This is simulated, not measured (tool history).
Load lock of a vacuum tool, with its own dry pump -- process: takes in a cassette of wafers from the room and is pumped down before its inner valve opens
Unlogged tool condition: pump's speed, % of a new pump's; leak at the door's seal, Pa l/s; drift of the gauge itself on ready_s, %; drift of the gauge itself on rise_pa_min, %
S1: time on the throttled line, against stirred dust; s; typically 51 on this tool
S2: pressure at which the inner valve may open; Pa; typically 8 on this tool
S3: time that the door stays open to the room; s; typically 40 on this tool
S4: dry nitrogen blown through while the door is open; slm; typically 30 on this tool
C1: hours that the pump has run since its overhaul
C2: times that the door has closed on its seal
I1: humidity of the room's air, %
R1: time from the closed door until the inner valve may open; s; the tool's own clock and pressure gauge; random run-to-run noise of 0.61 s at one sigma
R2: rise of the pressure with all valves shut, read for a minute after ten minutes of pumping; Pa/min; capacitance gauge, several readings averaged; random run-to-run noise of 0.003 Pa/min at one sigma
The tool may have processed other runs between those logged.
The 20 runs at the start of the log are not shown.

run 21 hour=3371.9 | S1=51 S2=10 S3=40 S4=30 | C1=3372 C2=18486 | I1=44.0 | R1=87.7 R2=0.011
run 22 hour=3529.6 | S1=51 S2=10 S3=40 S4=30 | C1=3530 C2=18798 | I1=44.7 | R1=86.9 R2=0.014
run 23 hour=3661.5 | S1=28 S2=7 S3=40 S4=6 | C1=3662 C2=19058 | I1=44.9 | R1=71.7 R2=0.020
run 24 hour=3812.2 | S1=53 S2=7 S3=40 S4=6 | C1=3812 C2=19355 | I1=41.9 | R1=90.4 R2=0.017
run 25 hour=3960.1 | S1=51 S2=7 S3=143 S4=30 | C1=3960 C2=19647 | I1=46.7 | R1=89.0 R2=0.025
run 26 hour=4219.5 | S1=84 S2=13 S3=41 S4=30 | C1=4219 C2=20160 | I1=46.9 | R1=111.0 R2=0.016
run 27 hour=4415.4 | S1=84 S2=13 S3=41 S4=30 | C1=4415 C2=20546 | I1=46.0 | R1=113.0 R2=0.017
run 28 hour=4649.6 | S1=84 S2=13 S3=41 S4=30 | C1=4650 C2=21009 | I1=46.9 | R1=110.7 R2=0.017
run 29 hour=4792.6 | S1=84 S2=13 S3=41 S4=30 | C1=4793 C2=21291 | I1=46.0 | R1=110.8 R2=0.014
run 30 hour=4984.2 | S1=102 S2=8 S3=82 S4=30 | C1=4984 C2=21669 | I1=40.7 | R1=127.2 R2=0.016
run 31 hour=5173.8 | S1=102 S2=8 S3=103 S4=21 | C1=5174 C2=22043 | I1=47.5 | R1=127.8 R2=0.028
run 32 hour=5338.9 | S1=102 S2=8 S3=103 S4=21 | C1=5339 C2=22369 | I1=45.4 | R1=129.6 R2=0.025
run 33 hour=5516.2 | S1=41 S2=8 S3=103 S4=21 | C1=5516 C2=22719 | I1=44.3 | R1=80.7 R2=0.029

Below are 5 alternative next runs, each starting from the tool's condition after run 33. Predict each:
run A hour=5709.8 | S1=41 S2=9 S3=103 S4=21 | C1=5710 C2=23102 | I1=47.6 | R1=? R2=?
run B hour=5709.8 | S1=49 S2=6 S3=40 S4=12 | C1=5710 C2=23102 | I1=41.7 | R1=? R2=?
run C hour=5709.8 | S1=58 S2=8 S3=134 S4=21 | C1=5710 C2=23102 | I1=52.1 | R1=? R2=?
run D hour=5709.8 | S1=41 S2=8 S3=111 S4=21 | C1=5710 C2=23102 | I1=44.9 | R1=? R2=?
run E hour=5709.8 | S1=40 S2=8 S3=40 S4=21 | C1=5710 C2=23102 | I1=42.2 | R1=? R2=?

run=A R1=79.7 R2=0.027
run=B R1=88.4 R2=0.012
run=C R1=93.8 R2=0.037
run=D R1=80.8 R2=0.031
run=E R1=80.1 R2=0.011
With no hidden state in the tool, these same runs would have given:
run=A R1=79.7 R2=0.026
run=B R1=88.4 R2=0.012
run=C R1=93.8 R2=0.036
run=D R1=80.7 R2=0.030
run=E R1=80.1 R2=0.010
